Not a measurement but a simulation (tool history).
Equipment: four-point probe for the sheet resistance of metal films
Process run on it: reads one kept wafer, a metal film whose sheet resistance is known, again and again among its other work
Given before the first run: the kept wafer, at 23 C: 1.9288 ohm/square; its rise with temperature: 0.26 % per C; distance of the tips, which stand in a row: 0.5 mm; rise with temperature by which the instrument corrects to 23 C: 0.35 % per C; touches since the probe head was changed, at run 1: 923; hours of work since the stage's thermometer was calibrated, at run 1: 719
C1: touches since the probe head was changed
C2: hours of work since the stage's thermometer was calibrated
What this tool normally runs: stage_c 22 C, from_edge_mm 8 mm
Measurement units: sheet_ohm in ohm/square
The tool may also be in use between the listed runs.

{"run": 1, "hour": 0.0, "stage_c": 22, "from_edge_mm": 8, "C1": 923, "C2": 719, "sheet_ohm": 1.933253}
{"run": 2, "hour": 51.1, "stage_c": 22, "from_edge_mm": 8, "C1": 2113, "C2": 749, "sheet_ohm": 1.933153}
{"run": 3, "hour": 110.5, "stage_c": 22, "from_edge_mm": 8, "C1": 3495, "C2": 783, "sheet_ohm": 1.932876}
{"run": 4, "hour": 142.6, "stage_c": 22, "from_edge_mm": 8, "C1": 4243, "C2": 802, "sheet_ohm": 1.933112}
{"run": 5, "hour": 186.2, "stage_c": 22, "from_edge_mm": 8, "C1": 5256, "C2": 828, "sheet_ohm": 1.93313}
{"run": 6, "hour": 215.4, "stage_c": 22, "from_edge_mm": 7, "C1": 5937, "C2": 845, "sheet_ohm": 1.933832}
{"run": 7, "hour": 274.0, "stage_c": 35, "from_edge_mm": 8, "C1": 7300, "C2": 879, "sheet_ohm": 1.912103}
{"run": 8, "hour": 331.8, "stage_c": 32, "from_edge_mm": 8, "C1": 8645, "C2": 912, "sheet_ohm": 1.917274}
{"run": 9, "hour": 387.4, "stage_c": 25, "from_edge_mm": 8, "C1": 9940, "C2": 945, "sheet_ohm": 1.92864}
{"run": 10, "hour": 423.0, "stage_c": 25, "from_edge_mm": 8, "C1": 10768, "C2": 965, "sheet_ohm": 1.929296}
{"run": 11, "hour": 466.9, "stage_c": 25, "from_edge_mm": 8, "C1": 11790, "C2": 991, "sheet_ohm": 1.929271}
{"run": 12, "hour": 506.8, "stage_c": 19, "from_edge_mm": 8, "C1": 12719, "C2": 1014, "sheet_ohm": 1.938785}
{"run": 13, "hour": 548.3, "stage_c": 22, "from_edge_mm": 8, "C1": 13685, "C2": 1038, "sheet_ohm": 1.933781}
{"run": 14, "hour": 597.4, "stage_c": 22, "from_edge_mm": 8, "C1": 14826, "C2": 1067, "sheet_ohm": 1.933508}
{"hour": 601.3, "done": "stage's thermometer calibrated"}
{"run": 15, "hour": 635.8, "stage_c": 22, "from_edge_mm": 8, "C1": 15711, "C2": 20, "sheet_ohm": 1.934755}
{"run": 16, "hour": 660.6, "stage_c": 22, "from_edge_mm": 8, "C1": 16286, "C2": 35, "sheet_ohm": 1.934818}
{"run": 17, "hour": 687.9, "stage_c": 22, "from_edge_mm": 8, "C1": 16923, "C2": 50, "sheet_ohm": 1.934921}
{"run": 18, "hour": 745.0, "stage_c": 22, "from_edge_mm": 8, "C1": 18252, "C2": 84, "sheet_ohm": 1.934813}
{"hour": 772.2, "done": "stage's thermometer calibrated, once more"}
{"run": 19, "hour": 785.4, "stage_c": 24, "from_edge_mm": 9, "C1": 19179, "C2": 8, "sheet_ohm": 1.929081}
{"run": 20, "hour": 811.1, "stage_c": 24, "from_edge_mm": 9, "C1": 19778, "C2": 23, "sheet_ohm": 1.929442}
{"run": 21, "hour": 844.7, "stage_c": 20, "from_edge_mm": 11, "C1": 20561, "C2": 42, "sheet_ohm": 1.935419}
{"run": 22, "hour": 898.4, "stage_c": 31, "from_edge_mm": 20, "C1": 21809, "C2": 73, "sheet_ohm": 1.916051}
{"run": 23, "hour": 939.5, "stage_c": 31, "from_edge_mm": 25, "C1": 22768, "C2": 97, "sheet_ohm": 1.916437}
{"run": 24, "hour": 968.6, "stage_c": 20, "from_edge_mm": 5, "C1": 23443, "C2": 114, "sheet_ohm": 1.943228}
{"run": 25, "hour": 1010.2, "stage_c": 28, "from_edge_mm": 15, "C1": 24411, "C2": 139, "sheet_ohm": 1.921454}
{"run": 26, "hour": 1045.2, "stage_c": 22, "from_edge_mm": 19, "C1": 25227, "C2": 159, "sheet_ohm": 1.931434}
{"run": 27, "hour": 1092.1, "stage_c": 33, "from_edge_mm": 37, "C1": 26318, "C2": 186, "sheet_ohm": 1.912216}
{"run": 28, "hour": 1120.7, "stage_c": 33, "from_edge_mm": 37, "C1": 26984, "C2": 203, "sheet_ohm": 1.912652}
{"run": 29, "hour": 1149.3, "stage_c": 33, "from_edge_mm": 37, "C1": 27650, "C2": 220, "sheet_ohm": 1.913175}
{"run": 30, "hour": 1200.8, "stage_c": 33, "from_edge_mm": 37, "C1": 28849, "C2": 250, "sheet_ohm": 1.912673}
{"run": 31, "hour": 1229.5, "stage_c": 33, "from_edge_mm": 37, "C1": 29517, "C2": 266, "sheet_ohm": 1.91289}
{"run": 32, "hour": 1259.9, "stage_c": 22, "from_edge_mm": 12, "C1": 30224, "C2": 284, "sheet_ohm": 1.932448}
{"run": 33, "hour": 1304.3, "stage_c": 29, "from_edge_mm": 8, "C1": 31258, "C2": 310, "sheet_ohm": 1.923382}
{"run": 34, "hour": 1334.6, "stage_c": 29, "from_edge_mm": 8, "C1": 31963, "C2": 328, "sheet_ohm": 1.92329}

Hidden state at the last listed run before each entry between runs and at the first one after, where it differs:
Runs 14 to 15: stage's thermometer calibrated (hour 601.3)
  inner tips' distance over the nominal, %: -0.068 -> -0.065; tips' flats over new ones', %: 7 -> 8; wafer's true temperature over the reading, C: 0.17 -> 0.29
  measured value less the no-hidden-state value, sheet_ohm: -0.000521 -> +0.000135 ohm/square
Runs 18 to 19: stage's thermometer calibrated, once more (hour 772.2)
  inner tips' distance over the nominal, %: -0.057 -> -0.054; wafer's true temperature over the reading, C: 0.3 -> 0.07
  measured value less the no-hidden-state value, sheet_ohm: +0.000369 -> -0.000743 ohm/square
